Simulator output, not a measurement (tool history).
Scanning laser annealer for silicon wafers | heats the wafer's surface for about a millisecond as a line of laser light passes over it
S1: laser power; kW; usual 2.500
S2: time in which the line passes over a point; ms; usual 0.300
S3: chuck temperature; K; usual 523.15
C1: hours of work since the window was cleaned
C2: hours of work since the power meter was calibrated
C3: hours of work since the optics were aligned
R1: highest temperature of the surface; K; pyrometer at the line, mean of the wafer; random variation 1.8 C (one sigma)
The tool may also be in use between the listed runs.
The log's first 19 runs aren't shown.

run 20 hour=407.2 | S1=2.435 S2=0.300 S3=523.15 | C1=574 C2=21 C3=331 | R1=1291.15
run 21 hour=433.8 | S1=2.382 S2=0.256 S3=523.15 | C1=593 C2=41 C3=350 | R1=1223.15
run 22 hour=451.4 | S1=2.125 S2=0.334 S3=523.15 | C1=606 C2=54 C3=363 | R1=1206.15
-- hour=478.9 laser's power meter calibrated, once more
run 23 hour=482.6 | S1=2.125 S2=0.334 S3=498.15 | C1=626 C2=3 C3=384 | R1=1185.15
run 24 hour=505.3 | S1=2.361 S2=0.307 S3=523.15 | C1=643 C2=19 C3=400 | R1=1274.15
-- hour=530.1 window over the wafer cleaned
run 25 hour=537.7 | S1=2.361 S2=0.307 S3=523.15 | C1=5 C2=41 C3=422 | R1=1296.15
run 26 hour=557.5 | S1=2.361 S2=0.307 S3=523.15 | C1=20 C2=56 C3=437 | R1=1300.15
run 27 hour=587.3 | S1=2.500 S2=0.300 S3=534.15 | C1=41 C2=77 C3=458 | R1=1350.15
run 28 hour=611.4 | S1=2.657 S2=0.300 S3=545.15 | C1=59 C2=95 C3=476 | R1=1423.15
run 29 hour=626.3 | S1=2.657 S2=0.300 S3=545.15 | C1=70 C2=105 C3=486 | R1=1425.15
run 30 hour=649.9 | S1=2.309 S2=0.339 S3=541.15 | C1=87 C2=123 C3=504 | R1=1320.15
run 31 hour=667.0 | S1=2.309 S2=0.339 S3=541.15 | C1=99 C2=135 C3=516 | R1=1322.15
run 32 hour=690.4 | S1=2.309 S2=0.339 S3=541.15 | C1=116 C2=152 C3=533 | R1=1322.15
run 33 hour=707.6 | S1=2.356 S2=0.259 S3=531.15 | C1=129 C2=164 C3=545 | R1=1238.15
run 34 hour=734.6 | S1=2.356 S2=0.259 S3=531.15 | C1=148 C2=184 C3=565 | R1=1240.15
run 35 hour=751.4 | S1=2.356 S2=0.259 S3=531.15 | C1=160 C2=196 C3=577 | R1=1239.15
run 36 hour=763.9 | S1=2.356 S2=0.336 S3=512.15 | C1=170 C2=205 C3=586 | R1=1302.15
run 37 hour=778.0 | S1=2.356 S2=0.336 S3=512.15 | C1=180 C2=215 C3=596 | R1=1304.15
run 38 hour=798.2 | S1=2.281 S2=0.266 S3=550.15 | C1=194 C2=230 C3=611 | R1=1239.15
run 39 hour=823.2 | S1=2.281 S2=0.266 S3=550.15 | C1=213 C2=248 C3=629 | R1=1237.15
run 40 hour=852.4 | S1=2.588 S2=0.245 S3=523.15 | C1=234 C2=269 C3=650 | R1=1291.15

5 ways to go on from here, each from the tool as it stands after run 40. What would each give?
run A hour=874.3 | S1=2.500 S2=0.300 S3=503.15 | C1=250 C2=285 C3=666 | R1=?
run B hour=874.3 | S1=2.573 S2=0.329 S3=491.15 | C1=250 C2=285 C3=666 | R1=?
run C hour=874.3 | S1=2.725 S2=0.311 S3=534.15 | C1=250 C2=285 C3=666 | R1=?
run D hour=874.3 | S1=2.500 S2=0.300 S3=495.15 | C1=250 C2=285 C3=666 | R1=?
run E hour=874.3 | S1=2.401 S2=0.213 S3=510.15 | C1=250 C2=285 C3=666 | R1=?

run=A R1=1306.15
run=B R1=1357.15
run=C R1=1437.15
run=D R1=1301.15
run=E R1=1174.15
Without the tool's hidden state the same runs would have given:
run=A R1=1327.15
run=B R1=1379.15
run=C R1=1460.15
run=D R1=1321.15
run=E R1=1191.15

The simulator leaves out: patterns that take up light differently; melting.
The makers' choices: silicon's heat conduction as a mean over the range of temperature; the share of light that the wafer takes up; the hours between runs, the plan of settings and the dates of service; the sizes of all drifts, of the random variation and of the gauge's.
